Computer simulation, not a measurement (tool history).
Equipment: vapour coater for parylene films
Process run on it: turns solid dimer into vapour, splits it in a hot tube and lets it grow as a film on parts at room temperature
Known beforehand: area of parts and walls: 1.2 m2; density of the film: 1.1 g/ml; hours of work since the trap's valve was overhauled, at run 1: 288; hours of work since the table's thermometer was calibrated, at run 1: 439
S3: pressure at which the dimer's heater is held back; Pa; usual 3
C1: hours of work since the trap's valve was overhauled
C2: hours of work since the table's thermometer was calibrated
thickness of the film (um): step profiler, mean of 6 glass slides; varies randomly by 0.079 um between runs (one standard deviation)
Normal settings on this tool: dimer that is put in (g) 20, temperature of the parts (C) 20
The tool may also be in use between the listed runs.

run 1 day=0 | dimer_that_is_put_in_(g)=20 temperature_of_the_parts_(C)=20 S3=3 | C1=288 C2=439 | thickness_of_the_film_(um)=9.73
run 2 day=0.908 | dimer_that_is_put_in_(g)=20 temperature_of_the_parts_(C)=20 S3=3 | C1=302 C2=453 | thickness_of_the_film_(um)=9.31
run 3 day=1.508 | dimer_that_is_put_in_(g)=20 temperature_of_the_parts_(C)=20 S3=3 | C1=311 C2=462 | thickness_of_the_film_(um)=9.61
run 4 day=2.642 | dimer_that_is_put_in_(g)=20 temperature_of_the_parts_(C)=20 S3=3 | C1=329 C2=480 | thickness_of_the_film_(um)=9.57
run 5 day=3.958 | dimer_that_is_put_in_(g)=20 temperature_of_the_parts_(C)=20 S3=2.6 | C1=349 C2=500 | thickness_of_the_film_(um)=9.71
run 6 day=4.621 | dimer_that_is_put_in_(g)=20 temperature_of_the_parts_(C)=20 S3=2.6 | C1=360 C2=511 | thickness_of_the_film_(um)=9.86
run 7 day=5.221 | dimer_that_is_put_in_(g)=12 temperature_of_the_parts_(C)=20 S3=2.6 | C1=369 C2=520 | thickness_of_the_film_(um)=5.89
run 8 day=6.325 | dimer_that_is_put_in_(g)=20 temperature_of_the_parts_(C)=26 S3=3 | C1=386 C2=537 | thickness_of_the_film_(um)=8.14
run 9 day=7.512 | dimer_that_is_put_in_(g)=20 temperature_of_the_parts_(C)=31 S3=3 | C1=405 C2=555 | thickness_of_the_film_(um)=7.17
run 10 day=8.308 | dimer_that_is_put_in_(g)=20 temperature_of_the_parts_(C)=31 S3=3 | C1=417 C2=568 | thickness_of_the_film_(um)=7.16
run 11 day=9.054 | dimer_that_is_put_in_(g)=29 temperature_of_the_parts_(C)=22 S3=8.79 | C1=428 C2=579 | thickness_of_the_film_(um)=11.18
run 12 day=9.908 | dimer_that_is_put_in_(g)=32 temperature_of_the_parts_(C)=14 S3=11.06 | C1=442 C2=593 | thickness_of_the_film_(um)=14.44
run 13 day=11.108 | dimer_that_is_put_in_(g)=11 temperature_of_the_parts_(C)=20 S3=6.2 | C1=460 C2=611 | thickness_of_the_film_(um)=4.8
run 14 day=11.971 | dimer_that_is_put_in_(g)=16 temperature_of_the_parts_(C)=20 S3=5.52 | C1=474 C2=625 | thickness_of_the_film_(um)=6.93
run 15 day=12.971 | dimer_that_is_put_in_(g)=16 temperature_of_the_parts_(C)=20 S3=5.52 | C1=489 C2=640 | thickness_of_the_film_(um)=7
run 16 day=13.65 | dimer_that_is_put_in_(g)=21 temperature_of_the_parts_(C)=20 S3=3 | C1=500 C2=651 | thickness_of_the_film_(um)=10.04
-- day=14.1 trap's valve overhauled
run 17 day=15.129 | dimer_that_is_put_in_(g)=13 temperature_of_the_parts_(C)=12 S3=3 | C1=16 C2=671 | thickness_of_the_film_(um)=7.68
run 18 day=16.267 | dimer_that_is_put_in_(g)=13 temperature_of_the_parts_(C)=12 S3=3 | C1=34 C2=689 | thickness_of_the_film_(um)=7.61
run 19 day=16.858 | dimer_that_is_put_in_(g)=24 temperature_of_the_parts_(C)=20 S3=7.66 | C1=43 C2=698 | thickness_of_the_film_(um)=9.94
run 20 day=17.692 | dimer_that_is_put_in_(g)=20 temperature_of_the_parts_(C)=25 S3=10.36 | C1=56 C2=711 | thickness_of_the_film_(um)=6.97

Predict each of these 4 candidate next runs independently; none follows another, all start after run 20:
run A day=18.692 | dimer_that_is_put_in_(g)=34 temperature_of_the_parts_(C)=29 S3=3 | C1=71 C2=726 | thickness_of_the_film_(um)=?
run B day=18.692 | dimer_that_is_put_in_(g)=24 temperature_of_the_parts_(C)=20 S3=4.44 | C1=71 C2=726 | thickness_of_the_film_(um)=?
run C day=18.692 | dimer_that_is_put_in_(g)=18 temperature_of_the_parts_(C)=14 S3=10.36 | C1=71 C2=726 | thickness_of_the_film_(um)=?
run D day=18.692 | dimer_that_is_put_in_(g)=13 temperature_of_the_parts_(C)=15 S3=3 | C1=71 C2=726 | thickness_of_the_film_(um)=?

run=A thickness_of_the_film_(um)=13.07
run=B thickness_of_the_film_(um)=11.01
run=C thickness_of_the_film_(um)=8.31
run=D thickness_of_the_film_(um)=7.08
What these runs would have given with no unlogged condition in the tool:
run=A thickness_of_the_film_(um)=13.09
run=B thickness_of_the_film_(um)=11.03
run=C thickness_of_the_film_(um)=8.32
run=D thickness_of_the_film_(um)=7.09
